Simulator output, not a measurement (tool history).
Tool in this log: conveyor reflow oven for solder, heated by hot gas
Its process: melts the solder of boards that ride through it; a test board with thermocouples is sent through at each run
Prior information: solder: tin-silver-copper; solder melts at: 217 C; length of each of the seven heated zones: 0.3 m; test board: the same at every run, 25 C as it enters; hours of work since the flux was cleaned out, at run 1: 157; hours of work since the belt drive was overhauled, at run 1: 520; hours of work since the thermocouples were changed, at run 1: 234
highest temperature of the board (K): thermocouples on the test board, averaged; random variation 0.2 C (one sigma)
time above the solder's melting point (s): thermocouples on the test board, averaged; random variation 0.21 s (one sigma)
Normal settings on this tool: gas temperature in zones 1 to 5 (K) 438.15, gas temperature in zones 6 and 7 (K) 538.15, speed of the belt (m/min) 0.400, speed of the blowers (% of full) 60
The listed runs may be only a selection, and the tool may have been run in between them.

| run | hour | gas temperature in zones 1 to 5 (K) | gas temperature in zones 6 and 7 (K) | speed of the belt (m/min) | speed of the blowers (% of full) | hours of work since the flux was cleaned out | hours of work since the belt drive was overhauled | hours of work since the thermocouples were changed | highest temperature of the board (K) | time above the solder's melting point (s) |
|---|---|---|---|---|---|---|---|---|---|---|
| 1 | 0.0 | 438.15 | 538.15 | 0.400 | 60 | 157 | 520 | 234 | 519.75 | 57.7 |
| 2 | 18.2 | 438.15 | 538.15 | 0.400 | 60 | 171 | 534 | 248 | 519.45 | 57.7 |
| 3 | 36.2 | 438.15 | 538.15 | 0.400 | 60 | 184 | 548 | 262 | 519.45 | 57.9 |
| 4 | 51.8 | 438.15 | 538.15 | 0.400 | 60 | 196 | 560 | 274 | 519.65 | 58.0 |
| 5 | 68.6 | 438.15 | 538.15 | 0.400 | 60 | 209 | 573 | 287 | 519.65 | 57.7 |
| 6 | 89.8 | 438.15 | 538.15 | 0.400 | 60 | 225 | 589 | 303 | 519.95 | 57.7 |
|  | 99.0 | flux residue cleaned out of gas plates and filters |
| 7 | 107.9 | 438.15 | 538.15 | 0.386 | 60 | 7 | 599 | 313 | 522.05 | 63.3 |
| 8 | 125.6 | 438.15 | 538.15 | 0.386 | 60 | 20 | 612 | 326 | 521.85 | 63.1 |
| 9 | 140.5 | 438.15 | 538.15 | 0.400 | 67 | 32 | 624 | 338 | 522.15 | 61.1 |
| 10 | 152.0 | 438.15 | 538.15 | 0.400 | 67 | 40 | 632 | 346 | 521.95 | 60.9 |
| 11 | 163.7 | 438.15 | 538.15 | 0.400 | 67 | 49 | 641 | 355 | 522.15 | 60.8 |
| 12 | 178.0 | 438.15 | 538.15 | 0.400 | 67 | 60 | 652 | 366 | 522.05 | 61.0 |
| 13 | 194.4 | 438.15 | 538.15 | 0.400 | 67 | 73 | 665 | 379 | 522.05 | 60.9 |
| 14 | 222.0 | 438.15 | 538.15 | 0.400 | 53 | 94 | 686 | 400 | 518.75 | 56.3 |
| 15 | 242.4 | 438.15 | 538.15 | 0.400 | 53 | 109 | 701 | 415 | 518.95 | 56.1 |
| 16 | 255.4 | 438.15 | 538.15 | 0.400 | 53 | 119 | 711 | 425 | 518.85 | 56.2 |
| 17 | 276.7 | 436.15 | 538.15 | 0.423 | 60 | 135 | 727 | 441 | 517.85 | 51.8 |
| 18 | 302.6 | 436.15 | 538.15 | 0.400 | 60 | 155 | 747 | 461 | 520.05 | 58.0 |
| 19 | 325.4 | 438.15 | 543.15 | 0.400 | 86 | 173 | 765 | 478 | 529.55 | 68.1 |
|  | 349.5 | belt drive overhauled, speed set with a stopwatch |
| 20 | 349.5 | 438.15 | 543.15 | 0.400 | 86 | 188 | 0 | 494 | 529.45 | 67.5 |
| 21 | 364.4 | 438.15 | 543.15 | 0.400 | 51 | 199 | 11 | 505 | 521.85 | 59.2 |
| 22 | 385.8 | 438.15 | 528.15 | 0.410 | 87 | 216 | 28 | 521 | 515.95 | 53.4 |
| 23 | 397.1 | 451.15 | 538.15 | 0.378 | 60 | 224 | 36 | 530 | 524.85 | 72.0 |
|  | 407.0 | flux residue cleaned out of gas plates and filters |
| 24 | 427.1 | 451.15 | 538.15 | 0.378 | 60 | 15 | 55 | 549 | 525.15 | 72.8 |
| 25 | 454.5 | 437.15 | 538.15 | 0.400 | 65 | 36 | 76 | 570 | 522.25 | 59.9 |
| 26 | 476.9 | 440.15 | 538.15 | 0.400 | 75 | 53 | 93 | 587 | 524.25 | 64.3 |
| 27 | 492.6 | 438.15 | 538.15 | 0.438 | 88 | 65 | 105 | 599 | 523.35 | 56.5 |
| 28 | 519.4 | 451.15 | 537.15 | 0.385 | 88 | 86 | 126 | 619 | 528.35 | 75.3 |
| 29 | 546.0 | 447.15 | 545.15 | 0.348 | 88 | 106 | 146 | 640 | 538.05 | 88.5 |
| 30 | 561.4 | 447.15 | 545.15 | 0.348 | 88 | 118 | 158 | 651 | 537.85 | 88.4 |
| 31 | 583.6 | 447.15 | 545.15 | 0.348 | 88 | 135 | 175 | 668 | 537.45 | 88.8 |

Forecast each of these 4 alternatives for the next run:
| A | 596.1 | 445.15 | 545.15 | 0.336 | 50 | 144 | 184 | 678 | ? | ? |
| B | 596.1 | 447.15 | 545.15 | 0.348 | 55 | 144 | 184 | 678 | ? | ? |
| C | 596.1 | 437.15 | 538.15 | 0.457 | 56 | 144 | 184 | 678 | ? | ? |
| D | 596.1 | 438.15 | 529.15 | 0.400 | 60 | 144 | 184 | 678 | ? | ? |

| run | highest temperature of the board (K) | time above the solder's melting point (s) |
|---|---|---|
| A | 532.05 | 85.4 |
| B | 532.25 | 83.4 |
| C | 514.75 | 43.2 |
| D | 513.45 | 51.1 |
Take away the tool's hidden state, keep each run's random variation, and the runs would have read:
| run | highest temperature of the board (K) | time above the solder's melting point (s) |
|---|---|---|
| A | 529.65 | 83.4 |
| B | 529.95 | 81.5 |
| C | 512.85 | 41.2 |
| D | 511.25 | 48.6 |

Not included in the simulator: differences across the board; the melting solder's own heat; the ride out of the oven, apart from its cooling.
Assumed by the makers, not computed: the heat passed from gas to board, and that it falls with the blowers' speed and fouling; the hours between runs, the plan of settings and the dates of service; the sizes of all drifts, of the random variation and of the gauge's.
